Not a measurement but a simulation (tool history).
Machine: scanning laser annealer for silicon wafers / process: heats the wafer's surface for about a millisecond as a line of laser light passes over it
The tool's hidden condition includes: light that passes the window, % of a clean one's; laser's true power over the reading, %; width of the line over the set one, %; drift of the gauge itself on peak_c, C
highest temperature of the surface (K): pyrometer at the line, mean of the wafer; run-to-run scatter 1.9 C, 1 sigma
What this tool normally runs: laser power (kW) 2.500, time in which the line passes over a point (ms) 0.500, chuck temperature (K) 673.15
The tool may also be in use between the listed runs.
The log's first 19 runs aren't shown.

run	hour	laser power (kW)	time in which the line passes over a point (ms)	chuck temperature (K)	hours of work since the window was cleaned	hours of work since the power meter was calibrated	hours of work since the optics were aligned	highest temperature of the surface (K)
# hour 182.5: optics aligned, line set to its width, once more
20	185.5	2.500	0.500	673.15	555	519	2	1478.15
21	192.9	2.748	0.416	706.15	561	524	8	1518.15
22	203.3	2.748	0.416	706.15	569	532	16	1515.15
23	216.3	2.606	0.543	687.15	579	542	26	1559.15
24	226.7	2.500	0.500	671.15	586	550	33	1474.15
25	238.0	2.500	0.500	671.15	595	558	42	1473.15
26	248.5	2.500	0.500	671.15	603	566	50	1474.15
27	259.7	2.500	0.500	671.15	611	575	58	1472.15
28	267.1	2.500	0.500	671.15	617	580	64	1473.15
29	278.3	2.500	0.535	673.15	625	589	72	1502.15
30	286.8	2.471	0.377	673.15	632	595	79	1354.15
31	294.4	2.500	0.500	656.15	638	601	84	1454.15
32	303.5	2.533	0.500	652.15	644	608	91	1466.15
33	313.2	2.562	0.500	642.15	652	615	99	1461.15
34	324.5	2.500	0.392	646.15	660	623	107	1352.15
35	333.0	2.249	0.382	646.15	667	630	114	1266.15
36	345.8	2.249	0.382	646.15	676	640	123	1266.15
37	358.5	2.635	0.353	660.15	686	649	133	1363.15
# hour 363.4: window over the wafer cleaned
38	371.0	2.705	0.353	647.15	6	657	141	1417.15
39	378.9	2.173	0.500	673.15	12	663	147	1401.15
40	385.2	2.706	0.500	673.15	16	668	151	1591.15

Forecast each of these 4 alternatives for the next run:
A	397.0	2.425	0.500	667.15	25	677	160	?
B	397.0	2.604	0.605	669.15	25	677	160	?
C	397.0	2.706	0.521	638.15	25	677	160	?
D	397.0	2.706	0.500	641.15	25	677	160	?

run	highest temperature of the surface (K)
A	1484.15
B	1641.15
C	1578.15
D	1564.15
Take away the tool's hidden state, keep each run's random variation, and the runs would have read:
run	highest temperature of the surface (K)
A	1483.15
B	1639.15
C	1576.15
D	1562.15
